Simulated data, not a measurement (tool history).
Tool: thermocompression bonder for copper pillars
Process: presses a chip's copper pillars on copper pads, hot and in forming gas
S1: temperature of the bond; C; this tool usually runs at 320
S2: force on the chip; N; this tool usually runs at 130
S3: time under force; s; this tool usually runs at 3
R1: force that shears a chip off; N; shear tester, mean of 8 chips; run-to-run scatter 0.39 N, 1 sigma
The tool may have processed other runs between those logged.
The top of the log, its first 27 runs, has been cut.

{"run": 28, "day": 7.85, "S1": 309, "S2": 103, "S3": 2, "R1": 34.6}
{"run": 29, "day": 8.258, "S1": 320, "S2": 89, "S3": 3, "R1": 43.6}
{"run": 30, "day": 8.567, "S1": 320, "S2": 89, "S3": 3, "R1": 43.4}
{"run": 31, "day": 8.896, "S1": 345, "S2": 108, "S3": 4, "R1": 67.7}
{"run": 32, "day": 9.108, "S1": 345, "S2": 108, "S3": 4, "R1": 69.2}
{"run": 33, "day": 9.358, "S1": 320, "S2": 98, "S3": 2, "R1": 37.6}
{"run": 34, "day": 9.629, "S1": 320, "S2": 98, "S3": 2, "R1": 38.3}
{"run": 35, "day": 9.846, "S1": 349, "S2": 83, "S3": 5, "R1": 68.4}
{"run": 36, "day": 10.171, "S1": 349, "S2": 83, "S3": 5, "R1": 67.9}
{"run": 37, "day": 10.404, "S1": 310, "S2": 142, "S3": 3, "R1": 48.7}
{"run": 38, "day": 10.775, "S1": 310, "S2": 142, "S3": 3, "R1": 48.2}
{"run": 39, "day": 11.004, "S1": 310, "S2": 142, "S3": 3, "R1": 48.1}
{"run": 40, "day": 11.233, "S1": 320, "S2": 80, "S3": 5, "R1": 50.6}
{"run": 41, "day": 11.412, "S1": 320, "S2": 80, "S3": 5, "R1": 50.3}

Consider 3 possible next runs. They are alternatives, not a sequence: every one starts from the tool as it was left by run 41. What does each give?
{"run": "A", "day": 11.683, "S1": 317, "S2": 110, "S3": 8, "R1": "?"}
{"run": "B", "day": 11.683, "S1": 348, "S2": 103, "S3": 8, "R1": "?"}
{"run": "C", "day": 11.683, "S1": 320, "S2": 80, "S3": 2, "R1": "?"}

run=A R1=66.9
run=B R1=85.7
run=C R1=33.7
What these runs would have given with no unlogged condition in the tool:
run=A R1=71.3
run=B R1=90.8
run=C R1=36.1
